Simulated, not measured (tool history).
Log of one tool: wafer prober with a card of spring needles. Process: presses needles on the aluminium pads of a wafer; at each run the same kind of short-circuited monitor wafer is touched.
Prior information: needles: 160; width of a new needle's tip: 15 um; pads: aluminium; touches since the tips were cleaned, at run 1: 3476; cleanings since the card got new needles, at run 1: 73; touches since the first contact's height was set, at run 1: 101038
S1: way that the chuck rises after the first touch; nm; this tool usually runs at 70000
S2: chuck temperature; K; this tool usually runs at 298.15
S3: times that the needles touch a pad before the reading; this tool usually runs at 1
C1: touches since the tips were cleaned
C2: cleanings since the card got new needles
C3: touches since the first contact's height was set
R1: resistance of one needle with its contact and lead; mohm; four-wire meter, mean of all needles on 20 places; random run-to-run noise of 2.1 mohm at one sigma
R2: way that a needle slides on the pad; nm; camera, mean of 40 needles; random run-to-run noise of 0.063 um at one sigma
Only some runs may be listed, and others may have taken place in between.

run 1 day=0.000 | S1=70000 S2=298.15 S3=1 | C1=3476 C2=73 C3=101038 | R1=229 R2=16950
-- day=0.158 tips cleaned on abrasive film
-- day=0.854 tips cleaned on abrasive film
-- day=1.075 height of the first contact set anew
-- day=1.579 tips cleaned on abrasive film
run 2 day=1.992 | S1=70000 S2=298.15 S3=2 | C1=2437 C2=76 C3=5402 | R1=223 R2=16920
-- day=2.258 tips cleaned on abrasive film
-- day=2.975 tips cleaned on abrasive film
run 3 day=3.279 | S1=70000 S2=371.15 S3=2 | C1=1776 C2=78 C3=12945 | R1=245 R2=16950
-- day=3.733 tips cleaned on abrasive film
-- day=4.471 tips cleaned on abrasive film
-- day=5.125 tips cleaned on abrasive film
run 4 day=5.142 | S1=70000 S2=356.15 S3=2 | C1=100 C2=81 C3=23883 | R1=243 R2=17030
-- day=5.808 tips cleaned on abrasive film
-- day=6.512 tips cleaned on abrasive film
run 5 day=7.075 | S1=70000 S2=369.15 S3=1 | C1=3336 C2=83 C3=35254 | R1=247 R2=16880
-- day=7.162 tips cleaned on abrasive film
-- day=7.904 tips cleaned on abrasive film
-- day=8.583 tips cleaned on abrasive film
run 6 day=8.921 | S1=70000 S2=298.15 S3=3 | C1=1994 C2=86 C3=46074 | R1=224 R2=16880
-- day=9.292 tips cleaned on abrasive film
run 7 day=9.762 | S1=70000 S2=298.15 S3=3 | C1=2778 C2=87 C3=51028 | R1=225 R2=17020
-- day=9.950 tips cleaned on abrasive film
-- day=10.625 tips cleaned on abrasive film
run 8 day=10.988 | S1=70000 S2=317.15 S3=3 | C1=2148 C2=89 C3=58210 | R1=229 R2=16920
-- day=11.283 tips cleaned on abrasive film
run 9 day=11.862 | S1=70000 S2=317.15 S3=3 | C1=3410 C2=90 C3=63352 | R1=232 R2=17020
-- day=12.021 tips cleaned on abrasive film
-- day=12.771 tips cleaned on abrasive film
run 10 day=12.929 | S1=70000 S2=317.15 S3=3 | C1=933 C2=92 C3=69596 | R1=233 R2=17070
-- day=13.404 tips cleaned on abrasive film
-- day=14.054 tips cleaned on abrasive film
run 11 day=14.083 | S1=62000 S2=369.15 S3=1 | C1=172 C2=94 C3=76367 | R1=250 R2=15000
-- day=14.758 tips cleaned on abrasive film
run 12 day=15.333 | S1=62000 S2=311.15 S3=2 | C1=3401 C2=95 C3=83721 | R1=233 R2=15090
-- day=15.450 tips cleaned on abrasive film
-- day=16.125 tips cleaned on abrasive film
run 13 day=16.421 | S1=64000 S2=301.15 S3=1 | C1=1747 C2=97 C3=90104 | R1=230 R2=15460
-- day=16.800 tips cleaned on abrasive film
-- day=17.433 tips cleaned on abrasive film
run 14 day=17.717 | S1=82000 S2=332.15 S3=2 | C1=1696 C2=99 C3=97718 | R1=231 R2=19920
-- day=18.071 tips cleaned on abrasive film
-- day=18.729 tips cleaned on abrasive film
-- day=19.404 tips cleaned on abrasive film
-- day=19.417 height of the first contact set anew
run 15 day=19.417 | S1=78000 S2=300.15 S3=2 | C1=0 C2=102 C3=0 | R1=222 R2=19000
-- day=20.125 tips cleaned on abrasive film
run 16 day=20.329 | S1=66000 S2=390.15 S3=1 | C1=1209 C2=103 C3=5363 | R1=256 R2=16070
-- day=20.796 tips cleaned on abrasive film
-- day=21.471 tips cleaned on abrasive film
run 17 day=21.767 | S1=70000 S2=381.15 S3=1 | C1=1754 C2=105 C3=13804 | R1=249 R2=17020
-- day=22.217 tips cleaned on abrasive film
run 18 day=22.796 | S1=80000 S2=298.15 S3=1 | C1=3430 C2=106 C3=19860 | R1=223 R2=19350

Hidden state at the last listed run before each entry between runs and at the first one after, where it differs:
Logged between run 1 and run 2: tips cleaned on abrasive film (day 0.158); tips cleaned on abrasive film (day 0.854); height of the first contact set anew (day 1.075); tips cleaned on abrasive film (day 1.579)
  debris on the tips, nm: 1.4 -> 1; way that the needles fall short of the set height, um: 0.04 -> 0
Logged between run 2 and run 3: tips cleaned on abrasive film (day 2.258); tips cleaned on abrasive film (day 2.975)
  debris on the tips, nm: 1 -> 0.9; way that the needles fall short of the set height, um: 0 -> 0.01
Logged between run 3 and run 4: tips cleaned on abrasive film (day 3.733); tips cleaned on abrasive film (day 4.471); tips cleaned on abrasive film (day 5.125)
  debris on the tips, nm: 0.9 -> 0.2
Logged between run 4 and run 5: tips cleaned on abrasive film (day 5.808); tips cleaned on abrasive film (day 6.512)
  debris on the tips, nm: 0.2 -> 1.3; way that the needles fall short of the set height, um: 0.01 -> 0.02; tips' diameter, um: 15.05 -> 15.06
Logged between run 5 and run 6: tips cleaned on abrasive film (day 7.162); tips cleaned on abrasive film (day 7.904); tips cleaned on abrasive film (day 8.583)
  debris on the tips, nm: 1.3 -> 0.9
Logged between run 6 and run 7: tips cleaned on abrasive film (day 9.292)
  debris on the tips, nm: 0.9 -> 1.2
Logged between run 7 and run 8: tips cleaned on abrasive film (day 9.950); tips cleaned on abrasive film (day 10.625)
  debris on the tips, nm: 1.2 -> 1; way that the needles fall short of the set height, um: 0.02 -> 0.03
Logged between run 8 and run 9: tips cleaned on abrasive film (day 11.283)
  debris on the tips, nm: 1 -> 1.3
Logged between run 9 and run 10: tips cleaned on abrasive film (day 12.021); tips cleaned on abrasive film (day 12.771)
  debris on the tips, nm: 1.3 -> 0.6
Logged between run 10 and run 11: tips cleaned on abrasive film (day 13.404); tips cleaned on abrasive film (day 14.054)
  debris on the tips, nm: 0.6 -> 0.2
Logged between run 11 and run 12: tips cleaned on abrasive film (day 14.758)
  debris on the tips, nm: 0.2 -> 1.3; way that the needles fall short of the set height, um: 0.03 -> 0.04
Logged between run 12 and run 13: tips cleaned on abrasive film (day 15.450); tips cleaned on abrasive film (day 16.125)
  debris on the tips, nm: 1.3 -> 0.9
Logged between run 13 and run 14: tips cleaned on abrasive film (day 16.800); tips cleaned on abrasive film (day 17.433)
  debris on the tips, nm: 0.9 -> 0.8; tips' diameter, um: 15.06 -> 15.07
Logged between run 14 and run 15: tips cleaned on abrasive film (day 18.071); tips cleaned on abrasive film (day 18.729); tips cleaned on abrasive film (day 19.404); height of the first contact set anew (day 19.417)
  debris on the tips, nm: 0.8 -> 0.1; way that the needles fall short of the set height, um: 0.04 -> 0
Logged between run 15 and run 16: tips cleaned on abrasive film (day 20.125)
  debris on the tips, nm: 0.1 -> 0.7
Logged between run 16 and run 17: tips cleaned on abrasive film (day 20.796); tips cleaned on abrasive film (day 21.471)
  debris on the tips, nm: 0.7 -> 0.8; way that the needles fall short of the set height, um: 0 -> 0.01
Logged between run 17 and run 18: tips cleaned on abrasive film (day 22.217)
  debris on the tips, nm: 0.8 -> 1.3
